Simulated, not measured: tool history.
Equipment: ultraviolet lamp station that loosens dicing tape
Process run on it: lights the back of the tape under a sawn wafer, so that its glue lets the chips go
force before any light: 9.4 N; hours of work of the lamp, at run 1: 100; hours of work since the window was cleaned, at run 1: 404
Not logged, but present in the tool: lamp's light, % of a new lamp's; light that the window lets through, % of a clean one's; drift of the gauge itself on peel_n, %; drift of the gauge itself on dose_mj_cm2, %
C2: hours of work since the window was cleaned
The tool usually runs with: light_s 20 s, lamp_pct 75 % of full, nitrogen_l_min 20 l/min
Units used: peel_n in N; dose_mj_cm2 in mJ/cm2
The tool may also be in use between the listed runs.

run 1 hour=0 | light_s=20 lamp_pct=75 nitrogen_l_min=20 | hours_of_work_of_the_lamp=100 C2=404 | peel_n=0.43 dose_mj_cm2=230
run 2 hour=18.8 | light_s=20 lamp_pct=75 nitrogen_l_min=20 | hours_of_work_of_the_lamp=108 C2=411 | peel_n=0.431 dose_mj_cm2=232
run 3 hour=31.3 | light_s=22 lamp_pct=75 nitrogen_l_min=20 | hours_of_work_of_the_lamp=113 C2=417 | peel_n=0.377 dose_mj_cm2=256
run 4 hour=61.8 | light_s=22 lamp_pct=75 nitrogen_l_min=20 | hours_of_work_of_the_lamp=126 C2=429 | peel_n=0.36 dose_mj_cm2=251
run 5 hour=89.2 | light_s=22 lamp_pct=75 nitrogen_l_min=20 | hours_of_work_of_the_lamp=137 C2=441 | peel_n=0.384 dose_mj_cm2=247
run 6 hour=106.8 | light_s=22 lamp_pct=75 nitrogen_l_min=20 | hours_of_work_of_the_lamp=144 C2=448 | peel_n=0.386 dose_mj_cm2=246
run 7 hour=131.5 | light_s=22 lamp_pct=75 nitrogen_l_min=20 | hours_of_work_of_the_lamp=154 C2=458 | peel_n=0.359 dose_mj_cm2=248
-- hour=133.8 window cleaned of glue's vapour
run 8 hour=156.6 | light_s=22 lamp_pct=75 nitrogen_l_min=20 | hours_of_work_of_the_lamp=165 C2=9 | peel_n=0.461 dose_mj_cm2=223
run 9 hour=183.3 | light_s=22 lamp_pct=92 nitrogen_l_min=20 | hours_of_work_of_the_lamp=176 C2=21 | peel_n=0.334 dose_mj_cm2=271
-- hour=191 window cleaned of glue's vapour, once more
run 10 hour=197.1 | light_s=22 lamp_pct=65 nitrogen_l_min=7 | hours_of_work_of_the_lamp=181 C2=3 | peel_n=0.814 dose_mj_cm2=247

Run 11 comes next. What will it give?
run 11 hour=223.3 | light_s=21 lamp_pct=68 nitrogen_l_min=8 | hours_of_work_of_the_lamp=192 C2=13 | peel_n=? dose_mj_cm2=?

For run 11 the tool returned peel_n 0.741 N, dose_mj_cm2 245 mJ/cm2.
Had the tool carried no hidden state, the very same run would have given peel_n 0.688 N, dose_mj_cm2 254 mJ/cm2.
